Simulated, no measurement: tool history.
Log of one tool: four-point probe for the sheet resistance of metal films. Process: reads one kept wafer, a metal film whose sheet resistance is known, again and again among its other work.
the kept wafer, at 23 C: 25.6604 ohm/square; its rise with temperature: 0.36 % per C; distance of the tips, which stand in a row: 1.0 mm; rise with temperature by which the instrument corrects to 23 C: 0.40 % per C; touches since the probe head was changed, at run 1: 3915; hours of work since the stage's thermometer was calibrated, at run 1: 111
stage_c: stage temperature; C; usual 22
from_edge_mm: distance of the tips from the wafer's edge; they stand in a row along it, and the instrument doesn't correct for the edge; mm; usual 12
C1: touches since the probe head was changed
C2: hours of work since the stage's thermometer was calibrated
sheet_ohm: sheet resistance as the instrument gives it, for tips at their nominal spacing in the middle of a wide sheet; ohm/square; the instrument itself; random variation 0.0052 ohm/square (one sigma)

run 1 hour=0 | stage_c=22 from_edge_mm=12 | C1=3915 C2=111 | sheet_ohm=25.830142
run 2 hour=10.7 | stage_c=22 from_edge_mm=12 | C1=4204 C2=117 | sheet_ohm=25.841625
run 3 hour=23.8 | stage_c=22 from_edge_mm=12 | C1=4556 C2=125 | sheet_ohm=25.850778
run 4 hour=35.3 | stage_c=22 from_edge_mm=12 | C1=4867 C2=132 | sheet_ohm=25.844657
run 5 hour=48.8 | stage_c=22 from_edge_mm=12 | C1=5233 C2=140 | sheet_ohm=25.848042
run 6 hour=64 | stage_c=22 from_edge_mm=12 | C1=5643 C2=149 | sheet_ohm=25.849185
run 7 hour=82.3 | stage_c=22 from_edge_mm=12 | C1=6136 C2=160 | sheet_ohm=25.839586
run 8 hour=103.1 | stage_c=22 from_edge_mm=12 | C1=6697 C2=172 | sheet_ohm=25.855509
run 9 hour=126.8 | stage_c=22 from_edge_mm=3 | C1=7338 C2=186 | sheet_ohm=27.202748
run 10 hour=141.4 | stage_c=22 from_edge_mm=15 | C1=7731 C2=195 | sheet_ohm=25.819252
run 11 hour=155.1 | stage_c=22 from_edge_mm=12 | C1=8100 C2=203 | sheet_ohm=25.855635
run 12 hour=170.4 | stage_c=19 from_edge_mm=12 | C1=8515 C2=212 | sheet_ohm=25.900046
run 13 hour=183.7 | stage_c=19 from_edge_mm=12 | C1=8872 C2=220 | sheet_ohm=25.90289
run 14 hour=195.2 | stage_c=19 from_edge_mm=12 | C1=9183 C2=227 | sheet_ohm=25.894146
run 15 hour=214.1 | stage_c=19 from_edge_mm=12 | C1=9692 C2=238 | sheet_ohm=25.904518
run 16 hour=237.1 | stage_c=22 from_edge_mm=12 | C1=10314 C2=252 | sheet_ohm=25.871949
run 17 hour=247.3 | stage_c=22 from_edge_mm=12 | C1=10589 C2=258 | sheet_ohm=25.869497
run 18 hour=259.9 | stage_c=22 from_edge_mm=12 | C1=10931 C2=265 | sheet_ohm=25.867806
run 19 hour=282.6 | stage_c=22 from_edge_mm=64 | C1=11542 C2=279 | sheet_ohm=25.777297
run 20 hour=301.6 | stage_c=27 from_edge_mm=26 | C1=12056 C2=290 | sheet_ohm=25.732975
run 21 hour=322.1 | stage_c=27 from_edge_mm=26 | C1=12609 C2=302 | sheet_ohm=25.737884
run 22 hour=335.9 | stage_c=27 from_edge_mm=26 | C1=12980 C2=310 | sheet_ohm=25.740493
-- hour=337.5 stage's thermometer calibrated
run 23 hour=347.2 | stage_c=32 from_edge_mm=18 | C1=13272 C2=6 | sheet_ohm=25.713056
run 24 hour=370.1 | stage_c=32 from_edge_mm=18 | C1=13891 C2=19 | sheet_ohm=25.713644
run 25 hour=386.3 | stage_c=18 from_edge_mm=21 | C1=14326 C2=29 | sheet_ohm=25.860486
run 26 hour=404 | stage_c=25 from_edge_mm=6 | C1=14804 C2=39 | sheet_ohm=26.128195
run 27 hour=427.3 | stage_c=25 from_edge_mm=6 | C1=15434 C2=53 | sheet_ohm=26.133379
-- hour=434.1 stage's thermometer calibrated, once more
run 28 hour=450 | stage_c=25 from_edge_mm=6 | C1=16032 C2=9 | sheet_ohm=26.126567
run 29 hour=468.4 | stage_c=29 from_edge_mm=16 | C1=16528 C2=20 | sheet_ohm=25.753102
run 30 hour=481.5 | stage_c=29 from_edge_mm=16 | C1=16884 C2=28 | sheet_ohm=25.758155
run 31 hour=491.9 | stage_c=29 from_edge_mm=16 | C1=17165 C2=34 | sheet_ohm=25.761414
run 32 hour=509.8 | stage_c=19 from_edge_mm=21 | C1=17646 C2=45 | sheet_ohm=25.861475
run 33 hour=524.7 | stage_c=19 from_edge_mm=7 | C1=18049 C2=54 | sheet_ohm=26.098987
run 34 hour=546 | stage_c=33 from_edge_mm=45 | C1=18622 C2=66 | sheet_ohm=25.668028
run 35 hour=556.2 | stage_c=20 from_edge_mm=31 | C1=18899 C2=72 | sheet_ohm=25.837909
run 36 hour=568.6 | stage_c=32 from_edge_mm=57 | C1=19232 C2=80 | sheet_ohm=25.687337
run 37 hour=578.7 | stage_c=24 from_edge_mm=7 | C1=19506 C2=86 | sheet_ohm=26.047306

Hidden state at the last listed run before each entry between runs and at the first one after, where it differs:
Between runs 22 and 23: stage's thermometer calibrated (hour 337.5)
  inner tips' distance over the nominal, %: 0.357 -> 0.361; wafer's true temperature over the reading, C: 0.09 -> 0.11
  measured less the result without the state, sheet_ohm: +0.107169 -> +0.110015 ohm/square
Between runs 27 and 28: stage's thermometer calibrated, once more (hour 434.1)
  inner tips' distance over the nominal, %: 0.39 -> 0.397; wafer's true temperature over the reading, C: 0.12 -> -0.03
  measured less the result without the state, sheet_ohm: +0.120512 -> +0.10922 ohm/square
